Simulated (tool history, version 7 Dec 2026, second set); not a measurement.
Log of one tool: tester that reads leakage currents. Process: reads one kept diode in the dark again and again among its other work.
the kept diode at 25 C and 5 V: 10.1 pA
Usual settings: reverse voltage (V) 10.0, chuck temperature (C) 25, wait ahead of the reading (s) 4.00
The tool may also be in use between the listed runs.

run	day	reverse voltage (V)	chuck temperature (C)	wait ahead of the reading (s)	current that the tester gives (pA)
1	0.000	10.0	25	4.00	14.03
2	1.046	3.5	25	4.00	8.80
3	2.017	5.2	25	4.00	10.49
4	3.654	10.0	25	2.65	14.02
5	5.612	10.0	25	4.00	13.97
6	6.662	10.0	25	4.00	14.02
7	7.525	10.0	25	4.00	13.91
8	8.642	10.0	25	4.00	14.01
9	9.858	10.0	25	0.52	14.90
10	11.483	10.0	25	0.52	15.03
11	13.200	1.3	25	0.52	5.76
12	15.038	5.7	25	0.52	11.47
13	16.583	5.7	25	0.52	11.56
14	17.988	10.0	56	4.00	106.37
15	19.717	10.0	56	4.00	106.68
16	21.296	10.0	56	4.00	106.83
17	22.325	10.0	56	4.00	105.82
18	23.358	10.0	56	4.00	106.85
19	24.567	10.0	56	4.00	106.34
20	26.392	10.0	21	4.00	10.55
21	27.421	8.5	23	2.07	11.46
22	28.917	18.1	25	1.53	18.64
23	29.850	5.5	25	7.08	10.67
# day 30.108: chuck's temperature calibrated
24	30.858	2.1	22	0.87	5.63
25	32.483	2.1	22	0.87	5.74
26	33.808	2.1	22	0.87	5.78
27	34.779	15.0	36	4.63	35.58
28	35.842	15.0	36	4.63	35.73
29	36.967	15.0	21	4.68	12.45
30	37.929	15.0	21	4.68	12.62
31	39.233	15.0	21	4.68	12.67
32	40.492	15.0	21	4.68	12.60
33	42.367	10.0	25	0.42	15.16

The next listed run, before its measurement:
34	43.504	10.0	59	0.78	?

Run 34 gave current that the tester gives (pA) 128.01.
Without the tool's hidden state the same run would have given current that the tester gives (pA) 128.00.
